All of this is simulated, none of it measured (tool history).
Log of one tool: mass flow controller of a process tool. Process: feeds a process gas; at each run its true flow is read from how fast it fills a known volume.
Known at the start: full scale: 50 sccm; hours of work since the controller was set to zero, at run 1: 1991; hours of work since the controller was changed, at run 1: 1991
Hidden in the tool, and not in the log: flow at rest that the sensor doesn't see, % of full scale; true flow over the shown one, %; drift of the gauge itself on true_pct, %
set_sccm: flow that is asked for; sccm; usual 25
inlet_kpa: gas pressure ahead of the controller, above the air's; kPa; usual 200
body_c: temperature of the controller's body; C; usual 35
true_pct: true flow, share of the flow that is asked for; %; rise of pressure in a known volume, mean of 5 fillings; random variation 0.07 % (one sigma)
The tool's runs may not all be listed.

run    hour  set_sccm  inlet_kpa  body_c  hours of work since the controller was set to zero  hours of work since the controller was changed  true_pct
  1     0.0        25        200      35                                                1991                                            1991     97.97
  2    80.6         9        200      35                                                2046                                            2046     97.13
  3   150.1        25        200      35                                                2093                                            2093     97.96
  4   243.5        25        200      35                                                2157                                            2157     97.85
  5   327.4        25        200      35                                                2215                                            2215     97.70
  6   390.2        25        200      35                                                2258                                            2258     97.60
  7   482.7        25        200      35                                                2321                                            2321     97.70
  8   572.9        25        200      35                                                2383                                            2383     97.52
  9   620.9        25        149      35                                                2416                                            2416     97.24
 10   712.1        25        149      35                                                2478                                            2478     97.18
 11   762.4        25        200      35                                                2513                                            2513     97.31
 12   824.6        25        200      35                                                2555                                            2555     97.26
 13   891.4        25        220      24                                                2601                                            2601     98.29
 14   951.2        30        202      39                                                2642                                            2642     97.33
 15  1033.8        30        202      39                                                2699                                            2699     97.29
 16  1124.4        30        202      39                                                2761                                            2761     97.04
 17  1189.9        18        142      39                                                2805                                            2805     96.02
 18  1291.6        18        142      39                                                2875                                            2875     96.04
 19  1390.7        14        175      39                                                2943                                            2943     95.95
 20  1440.0        38        175      39                                                2977                                            2977     97.19
 21  1488.1        38        165      39                                                3010                                            3010     96.97
 22  1558.4        38        165      39                                                3058                                            3058     96.90
 23  1657.8         6        200      20                                                3126                                            3126     97.00

Measured less the same run without the tool's hidden state. The same run-to-run variation is in both; the gauge's scatter may not be:
run  true_pct
  1     -0.01
  2     -0.07
  3     -0.11
  4     -0.18
  5     -0.23
  6     -0.28
  7     -0.35
  8     -0.41
  9     -0.44
 10     -0.50
 11     -0.54
 12     -0.58
 13     -0.63
 14     -0.67
 15     -0.72
 16     -0.79
 17     -0.83
 18     -0.90
 19     -0.97
 20     -1.01
 21     -1.04
 22     -1.09
 23     -1.18

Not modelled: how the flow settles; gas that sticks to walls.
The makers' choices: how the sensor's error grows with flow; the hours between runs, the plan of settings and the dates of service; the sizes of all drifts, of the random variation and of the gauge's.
